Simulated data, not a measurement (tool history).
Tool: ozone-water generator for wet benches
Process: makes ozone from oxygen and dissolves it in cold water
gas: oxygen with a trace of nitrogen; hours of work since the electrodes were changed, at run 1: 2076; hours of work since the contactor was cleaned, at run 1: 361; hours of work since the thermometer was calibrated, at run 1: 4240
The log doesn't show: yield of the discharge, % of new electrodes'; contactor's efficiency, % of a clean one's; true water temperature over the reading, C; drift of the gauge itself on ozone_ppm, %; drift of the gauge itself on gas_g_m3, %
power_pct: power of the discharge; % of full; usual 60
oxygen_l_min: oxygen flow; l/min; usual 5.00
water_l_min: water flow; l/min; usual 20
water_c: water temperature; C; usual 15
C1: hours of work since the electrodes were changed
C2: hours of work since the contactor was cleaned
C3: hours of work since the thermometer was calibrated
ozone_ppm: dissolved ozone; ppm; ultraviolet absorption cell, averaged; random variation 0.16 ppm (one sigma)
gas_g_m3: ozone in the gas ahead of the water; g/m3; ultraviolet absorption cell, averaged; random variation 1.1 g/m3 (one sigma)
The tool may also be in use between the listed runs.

Run 1, hour 0.0: usual settings; C1 2076; C2 361; C3 4240. Result: ozone_ppm 21.6 ppm, gas_g_m3 184.7 g/m3.
Run 2, hour 67.9: usual settings; C1 2131; C2 416; C3 4295. Result: ozone_ppm 22.1 ppm, gas_g_m3 189.5 g/m3.
Run 3, hour 107.1: usual settings; C1 2162; C2 447; C3 4326. Result: ozone_ppm 21.3 ppm, gas_g_m3 187.9 g/m3.
Run 4, hour 165.9: usual settings; C1 2210; C2 494; C3 4374. Result: ozone_ppm 21.6 ppm, gas_g_m3 188.9 g/m3.
Run 5, hour 241.6: usual settings; C1 2270; C2 555; C3 4434. Result: ozone_ppm 21.6 ppm, gas_g_m3 188.8 g/m3.
Run 6, hour 315.6: usual settings; C1 2330; C2 615; C3 4494. Result: ozone_ppm 21.7 ppm, gas_g_m3 189.2 g/m3.
Run 7, hour 393.2: usual settings; C1 2392; C2 677; C3 4556. Result: ozone_ppm 21.4 ppm, gas_g_m3 188.5 g/m3.
Run 8, hour 473.3: usual settings but power_pct 43 % of full; C1 2457; C2 742; C3 4621. Result: ozone_ppm 15.8 ppm, gas_g_m3 141.5 g/m3.
At hour 529.6: water thermometer calibrated.
Run 9, hour 536.0: usual settings but power_pct 43 % of full; C1 2507; C2 792; C3 5. Result: ozone_ppm 16.1 ppm, gas_g_m3 139.8 g/m3.
Run 10, hour 575.0: usual settings but power_pct 43 % of full; C1 2538; C2 823; C3 36. Result: ozone_ppm 16.4 ppm, gas_g_m3 141.9 g/m3.
Run 11, hour 618.9: usual settings but power_pct 45 % of full, water_c 16 C; C1 2573; C2 858; C3 72. Result: ozone_ppm 16.4 ppm, gas_g_m3 147.9 g/m3.
Run 12, hour 659.1: usual settings but power_pct 45 % of full, oxygen_l_min 3.47 l/min, water_c 16 C; C1 2606; C2 891; C3 104. Result: ozone_ppm 16.0 ppm, gas_g_m3 179.1 g/m3.
Run 13, hour 710.8: usual settings but power_pct 45 % of full, oxygen_l_min 4.08 l/min, water_l_min 15 l/min, water_c 12 C; C1 2647; C2 932; C3 146. Result: ozone_ppm 21.3 ppm, gas_g_m3 163.7 g/m3.
Run 14, hour 792.7: usual settings but power_pct 70 % of full, oxygen_l_min 4.08 l/min, water_c 12 C; C1 2713; C2 998; C3 212. Result: ozone_ppm 25.0 ppm, gas_g_m3 239.3 g/m3.
Run 15, hour 872.7: usual settings but power_pct 52 % of full, oxygen_l_min 3.32 l/min, water_c 22 C; C1 2777; C2 1062; C3 276. Result: ozone_ppm 16.6 ppm, gas_g_m3 205.6 g/m3.
Run 16, hour 930.6: usual settings but power_pct 52 % of full, oxygen_l_min 3.32 l/min, water_c 22 C; C1 2824; C2 1109; C3 322. Result: ozone_ppm 16.7 ppm, gas_g_m3 205.2 g/m3.
Run 17, hour 1010.3: usual settings but oxygen_l_min 2.58 l/min, water_l_min 25 l/min, water_c 17 C; C1 2888; C2 1173; C3 386. Result: ozone_ppm 15.8 ppm, gas_g_m3 265.7 g/m3.
Run 18, hour 1063.4: usual settings but oxygen_l_min 2.58 l/min, water_l_min 25 l/min, water_c 17 C; C1 2931; C2 1216; C3 429. Result: ozone_ppm 15.9 ppm, gas_g_m3 267.0 g/m3.
Run 19, hour 1150.2: usual settings but oxygen_l_min 2.58 l/min, water_l_min 25 l/min, water_c 17 C; C1 3001; C2 1285; C3 499. Result: ozone_ppm 15.8 ppm, gas_g_m3 267.1 g/m3.

Measured less the same run without the tool's hidden state. The same run-to-run variation is in both; the gauge's scatter may not be:
run  gas_g_m3
  1      -0.1
  2      +0.1
  3      +0.1
  4      +0.3
  5      +0.5
  6      +0.7
  7      +0.8
  8      +0.8
  9      +0.8
 10      +0.9
 11      +1.1
 12      +1.4
 13      +1.4
 14      +2.2
 15      +2.1
 16      +2.2
 17      +3.2
 18      +3.3
 19      +3.6
ozone_ppm: within 0.1 ppm of the measured result in every run.
